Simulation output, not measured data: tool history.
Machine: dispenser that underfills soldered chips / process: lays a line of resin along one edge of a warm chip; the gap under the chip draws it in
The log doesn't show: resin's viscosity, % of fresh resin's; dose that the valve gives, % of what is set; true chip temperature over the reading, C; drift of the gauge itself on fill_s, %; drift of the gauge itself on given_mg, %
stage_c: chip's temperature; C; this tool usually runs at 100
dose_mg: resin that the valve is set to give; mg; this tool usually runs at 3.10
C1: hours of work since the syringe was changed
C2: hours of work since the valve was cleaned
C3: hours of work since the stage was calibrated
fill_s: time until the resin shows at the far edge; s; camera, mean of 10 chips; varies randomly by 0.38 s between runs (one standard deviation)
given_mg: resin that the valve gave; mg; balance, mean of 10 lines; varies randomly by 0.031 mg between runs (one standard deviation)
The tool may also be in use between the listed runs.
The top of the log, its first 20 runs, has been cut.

Run 21, hour 71.0: usual settings; C1 6; C2 114; C3 76. Result: fill_s 40.3 s, given_mg 2.87 mg.
Run 22, hour 73.7: usual settings but stage_c 95 C, dose_mg 2.64 mg; C1 8; C2 116; C3 78. Result: fill_s 57.5 s, given_mg 2.45 mg.
At hour 77.2: new syringe of resin.
Run 23, hour 77.6: usual settings but stage_c 95 C, dose_mg 2.64 mg; C1 0; C2 118; C3 81. Result: fill_s 28.7 s, given_mg 2.47 mg.
Run 24, hour 79.8: usual settings but stage_c 97 C, dose_mg 3.00 mg; C1 2; C2 120; C3 82. Result: fill_s 29.8 s, given_mg 2.82 mg.
Run 25, hour 84.2: usual settings but stage_c 113 C, dose_mg 3.61 mg; C1 5; C2 123; C3 85. Result: fill_s 25.4 s, given_mg 3.43 mg.
Run 26, hour 87.0: usual settings but stage_c 110 C, dose_mg 2.92 mg; C1 7; C2 125; C3 87. Result: fill_s 33.1 s, given_mg 2.73 mg.
Run 27, hour 90.2: usual settings but stage_c 110 C, dose_mg 2.92 mg; C1 9; C2 127; C3 89. Result: fill_s 39.4 s, given_mg 2.67 mg.
At hour 92.8: new syringe of resin.
Run 28, hour 93.3: usual settings but stage_c 110 C, dose_mg 2.92 mg; C1 0; C2 129; C3 91. Result: fill_s 20.0 s, given_mg 2.72 mg.
Run 29, hour 97.5: usual settings but stage_c 110 C, dose_mg 2.92 mg; C1 3; C2 132; C3 94. Result: fill_s 24.7 s, given_mg 2.72 mg.
Run 30, hour 101.5: usual settings but stage_c 110 C, dose_mg 2.92 mg; C1 6; C2 134; C3 97. Result: fill_s 31.5 s, given_mg 2.70 mg.
Run 31, hour 105.4: usual settings but stage_c 110 C, dose_mg 2.92 mg; C1 9; C2 137; C3 99. Result: fill_s 39.6 s, given_mg 2.71 mg.
At hour 108.4: new syringe of resin.
Run 32, hour 109.8: usual settings but stage_c 113 C, dose_mg 2.73 mg; C1 1; C2 140; C3 102. Result: fill_s 19.9 s, given_mg 2.50 mg.
Run 33, hour 114.5: usual settings but stage_c 87 C, dose_mg 3.23 mg; C1 4; C2 143; C3 105. Result: fill_s 46.4 s, given_mg 3.05 mg.
At hour 116.2: dispensing valve cleaned and set on the balance.
Run 34, hour 119.2: usual settings but stage_c 87 C, dose_mg 3.23 mg; C1 7; C2 2; C3 108. Result: fill_s 58.2 s, given_mg 3.25 mg.
Run 35, hour 123.1: usual settings but stage_c 103 C, dose_mg 3.95 mg; C1 9; C2 5; C3 111. Result: fill_s 47.4 s, given_mg 3.95 mg.
At hour 125.1: new syringe of resin.
Run 36, hour 126.7: usual settings but stage_c 109 C, dose_mg 3.16 mg; C1 1; C2 7; C3 113. Result: fill_s 20.6 s, given_mg 3.18 mg.
Run 37, hour 129.4: usual settings but stage_c 106 C, dose_mg 2.97 mg; C1 3; C2 9; C3 115. Result: fill_s 26.6 s, given_mg 2.97 mg.

Here are 3 independent what-if runs from the current tool condition. What would each one return?
Run A, hour 132.4: usual settings but stage_c 103 C, dose_mg 3.02 mg; C1 5; C2 11; C3 117. Result: fill_s ?, given_mg ?.
Run B, hour 132.4: usual settings but stage_c 88 C, dose_mg 2.97 mg; C1 5; C2 11; C3 117. Result: fill_s ?, given_mg ?.
Run C, hour 132.4: usual settings but stage_c 106 C, dose_mg 3.92 mg; C1 5; C2 11; C3 117. Result: fill_s ?, given_mg ?.

run  fill_s  given_mg
  A    33.6      3.02
  B    49.1      2.92
  C    30.0      3.92
Without the tool's hidden state the same runs would have given:
run  fill_s  given_mg
  A    21.9      3.04
  B    31.5      2.94
  C    19.2      3.95
